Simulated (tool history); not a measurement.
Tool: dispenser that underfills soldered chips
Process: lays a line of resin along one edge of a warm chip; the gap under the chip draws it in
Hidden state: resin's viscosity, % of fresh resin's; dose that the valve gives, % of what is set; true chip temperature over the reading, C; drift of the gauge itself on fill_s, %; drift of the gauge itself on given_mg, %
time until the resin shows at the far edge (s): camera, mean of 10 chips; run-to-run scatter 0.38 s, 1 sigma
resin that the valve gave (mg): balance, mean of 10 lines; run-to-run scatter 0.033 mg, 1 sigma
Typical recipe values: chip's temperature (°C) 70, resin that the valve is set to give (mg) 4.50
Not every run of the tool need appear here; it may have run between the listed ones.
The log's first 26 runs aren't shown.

| run | hour | chip's temperature (°C) | resin that the valve is set to give (mg) | hours of work since the syringe was changed | hours of work since the valve was cleaned | hours of work since the stage was calibrated | time until the resin shows at the far edge (s) | resin that the valve gave (mg) |
|---|---|---|---|---|---|---|---|---|
|  | 288.4 | new syringe of resin |
| 27 | 294.3 | 78 | 5.10 | 4 | 103 | 338 | 21.3 | 4.65 |
|  | 299.6 | dispensing valve cleaned and set on the balance |
|  | 302.8 | new syringe of resin |
| 28 | 305.4 | 61 | 4.77 | 2 | 4 | 346 | 45.0 | 4.79 |
|  | 317.0 | new syringe of resin |
| 29 | 318.6 | 60 | 5.32 | 1 | 14 | 355 | 44.7 | 5.18 |
|  | 330.1 | new syringe of resin |
| 30 | 330.1 | 80 | 4.01 | 0 | 22 | 364 | 16.0 | 3.91 |
| 31 | 342.5 | 66 | 4.00 | 9 | 32 | 373 | 57.1 | 3.98 |
|  | 343.5 | new syringe of resin |
| 32 | 349.3 | 77 | 4.30 | 4 | 37 | 378 | 23.2 | 4.20 |
|  | 356.7 | new syringe of resin |
| 33 | 363.4 | 79 | 5.14 | 5 | 47 | 389 | 20.5 | 4.90 |
|  | 370.0 | new syringe of resin |
| 34 | 377.1 | 79 | 5.14 | 5 | 57 | 399 | 21.4 | 4.84 |

Forecast each of these 5 alternatives for the next run:
|  | 383.9 | new syringe of resin |
| A | 384.5 | 79 | 4.13 | 0 | 63 | 404 | ? | ? |
|  | 383.9 | new syringe of resin |
| B | 384.5 | 61 | 5.61 | 0 | 63 | 404 | ? | ? |
|  | 383.9 | new syringe of resin |
| C | 384.5 | 80 | 4.30 | 0 | 63 | 404 | ? | ? |
|  | 383.9 | new syringe of resin |
| D | 384.5 | 81 | 5.22 | 0 | 63 | 404 | ? | ? |
|  | 383.9 | new syringe of resin |
| E | 384.5 | 57 | 4.17 | 0 | 63 | 404 | ? | ? |

| run | time until the resin shows at the far edge (s) | resin that the valve gave (mg) |
|---|---|---|
| A | 17.0 | 3.91 |
| B | 41.0 | 5.28 |
| C | 15.7 | 4.10 |
| D | 14.7 | 4.90 |
| E | 53.3 | 3.98 |
Take away the tool's hidden state, keep each run's random variation, and the runs would have read:
| run | time until the resin shows at the far edge (s) | resin that the valve gave (mg) |
|---|---|---|
| A | 14.8 | 4.15 |
| B | 35.7 | 5.60 |
| C | 13.6 | 4.35 |
| D | 12.9 | 5.20 |
| E | 45.8 | 4.22 |

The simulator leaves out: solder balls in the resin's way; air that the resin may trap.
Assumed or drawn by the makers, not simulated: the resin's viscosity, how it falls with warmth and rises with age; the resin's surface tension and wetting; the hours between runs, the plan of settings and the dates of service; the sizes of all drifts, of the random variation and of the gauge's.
